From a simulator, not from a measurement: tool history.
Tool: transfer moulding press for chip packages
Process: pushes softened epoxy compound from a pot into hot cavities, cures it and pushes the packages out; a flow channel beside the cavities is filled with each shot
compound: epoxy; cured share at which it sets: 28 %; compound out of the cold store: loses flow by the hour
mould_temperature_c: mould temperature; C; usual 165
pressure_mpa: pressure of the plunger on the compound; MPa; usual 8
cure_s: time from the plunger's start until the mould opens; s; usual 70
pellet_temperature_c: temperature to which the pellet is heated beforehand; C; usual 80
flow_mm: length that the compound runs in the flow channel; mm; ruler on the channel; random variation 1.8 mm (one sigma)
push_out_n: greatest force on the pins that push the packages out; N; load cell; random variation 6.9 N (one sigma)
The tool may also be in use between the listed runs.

run,hour,mould_temperature_c,pressure_mpa,cure_s,pellet_temperature_c,incoming compound's hours out of the cold store,flow_mm,push_out_n
1,0,165,8,70,80,28.6,811,439
2,5.2,165,8,70,80,20.8,839,463
3,12.5,165,8,70,80,18.7,847,476
# hour 20.2: cavities cleaned with cleaning compound and waxed
4,22,165,8,70,80,42.8,762,305
5,30.8,165,8,70,80,32.3,797,360
6,37.9,165,8,70,80,12.7,863,441
7,45.6,165,8,70,80,43.1,756,433
8,51.4,165,8,70,80,28.4,808,462
9,58.6,171,8,70,80,25.8,801,410
# hour 66.1: plunger's sealing rings changed
# hour 67.6: cavities cleaned with cleaning compound and waxed
10,70.3,162,8,70,80,11.7,915,388
11,78.3,162,8,70,80,42.6,797,441
12,85.9,162,8,70,80,37.3,815,475
13,91,165,8,70,80,37.9,805,435
14,96.6,165,8,70,80,11.4,903,481
15,102.1,165,8,70,80,41.4,791,468
16,109.4,165,8,69,71,25.7,848,517
# hour 112.2: mould's thermocouples calibrated
# hour 114.6: cavities cleaned with cleaning compound and waxed
17,117.9,163,8,55,80,20.3,869,643
18,125.1,163,8,55,80,22.1,862,738
# hour 128.6: mould's thermocouples calibrated, once more
19,132,163,8,55,80,11.5,904,804
20,136.2,163,9.57,55,80,46.1,851,791
21,142.2,163,9.57,55,80,40.6,872,827
22,145.9,165,8.8,70,80,25.1,887,464
23,152.3,165,8.8,70,80,10.3,942,517
# hour 161.2: cavities cleaned with cleaning compound and waxed
24,163,165,8.44,70,87,16.5,897,302
25,171.4,166,8.89,91,87,24.5,885,294
26,180.5,166,8.89,91,87,29.8,862,329
27,189.5,166,8.61,104,87,47.3,787,347
28,195,166,8.61,104,87,21.2,884,362

Forecast each of these 5 alternatives for the next run:
A,199.7,166,9.07,104,73,42.8,?,?
B,199.7,166,8.61,104,72,29.9,?,?
C,199.7,165,8,52,80,46.4,?,?
D,199.7,169,8.61,69,87,21.9,?,?
E,199.7,168,8,70,75,18.9,?,?

run,flow_mm,push_out_n
A,824,378
B,849,377
C,765,858
D,875,438
E,855,450
Without the tool's hidden state the same runs would have given:
run,flow_mm,push_out_n
A,840,219
B,865,221
C,779,505
D,892,257
E,871,266
